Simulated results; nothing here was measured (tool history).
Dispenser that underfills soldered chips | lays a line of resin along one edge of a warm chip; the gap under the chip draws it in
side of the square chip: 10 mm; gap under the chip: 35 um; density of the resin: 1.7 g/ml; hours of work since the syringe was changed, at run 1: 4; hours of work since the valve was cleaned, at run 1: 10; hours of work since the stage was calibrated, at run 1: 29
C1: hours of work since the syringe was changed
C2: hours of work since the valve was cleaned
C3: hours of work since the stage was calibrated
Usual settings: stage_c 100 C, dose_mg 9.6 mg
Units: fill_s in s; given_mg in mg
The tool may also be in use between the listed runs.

run 1 hour=0 | stage_c=100 dose_mg=9.6 | C1=4 C2=10 C3=29 | fill_s=90.4 given_mg=9.55
run 2 hour=3.6 | stage_c=100 dose_mg=9.6 | C1=7 C2=13 C3=32 | fill_s=111.9 given_mg=9.54
run 3 hour=5.5 | stage_c=100 dose_mg=9.6 | C1=8 C2=14 C3=33 | fill_s=128.3 given_mg=9.57
run 4 hour=8.9 | stage_c=100 dose_mg=10.28 | C1=11 C2=16 C3=36 | fill_s=155.5 given_mg=10.19
-- hour=11 new syringe of resin
run 5 hour=12.8 | stage_c=100 dose_mg=10.28 | C1=1 C2=19 C3=38 | fill_s=70.8 given_mg=10.19
run 6 hour=16 | stage_c=106 dose_mg=10.28 | C1=4 C2=21 C3=41 | fill_s=72.2 given_mg=10.18
run 7 hour=19.6 | stage_c=106 dose_mg=12.06 | C1=6 C2=24 C3=43 | fill_s=91.6 given_mg=11.9
run 8 hour=24 | stage_c=95 dose_mg=9.28 | C1=10 C2=27 C3=47 | fill_s=171.3 given_mg=9.21
-- hour=27.3 new syringe of resin
run 9 hour=29 | stage_c=88 dose_mg=8.47 | C1=1 C2=31 C3=50 | fill_s=106.6 given_mg=8.36
run 10 hour=32.3 | stage_c=94 dose_mg=8.23 | C1=4 C2=33 C3=52 | fill_s=108.2 given_mg=8.13
run 11 hour=36.7 | stage_c=94 dose_mg=8.23 | C1=7 C2=36 C3=56 | fill_s=144 given_mg=8.11
run 12 hour=38.9 | stage_c=94 dose_mg=8.23 | C1=8 C2=38 C3=57 | fill_s=163.6 given_mg=8.07
run 13 hour=42.5 | stage_c=113 dose_mg=10.54 | C1=11 C2=41 C3=60 | fill_s=112.5 given_mg=10.36

3 ways to go on from here, each from the tool as it stands after run 13. What would each give?
-- hour=43.6 new syringe of resin
run A hour=47 | stage_c=111 dose_mg=12.29 | C1=3 C2=44 C3=63 | fill_s=? given_mg=?
-- hour=43.6 new syringe of resin
run B hour=47 | stage_c=88 dose_mg=10.86 | C1=3 C2=44 C3=63 | fill_s=? given_mg=?
-- hour=43.6 new syringe of resin
run C hour=47 | stage_c=110 dose_mg=9.52 | C1=3 C2=44 C3=63 | fill_s=? given_mg=?

run=A fill_s=56.5 given_mg=12.08
run=B fill_s=114.8 given_mg=10.63
run=C fill_s=58.7 given_mg=9.37
Without the tool's hidden state the same runs would have given:
run=A fill_s=44.9 given_mg=12.3
run=B fill_s=91.1 given_mg=10.83
run=C fill_s=46.4 given_mg=9.55

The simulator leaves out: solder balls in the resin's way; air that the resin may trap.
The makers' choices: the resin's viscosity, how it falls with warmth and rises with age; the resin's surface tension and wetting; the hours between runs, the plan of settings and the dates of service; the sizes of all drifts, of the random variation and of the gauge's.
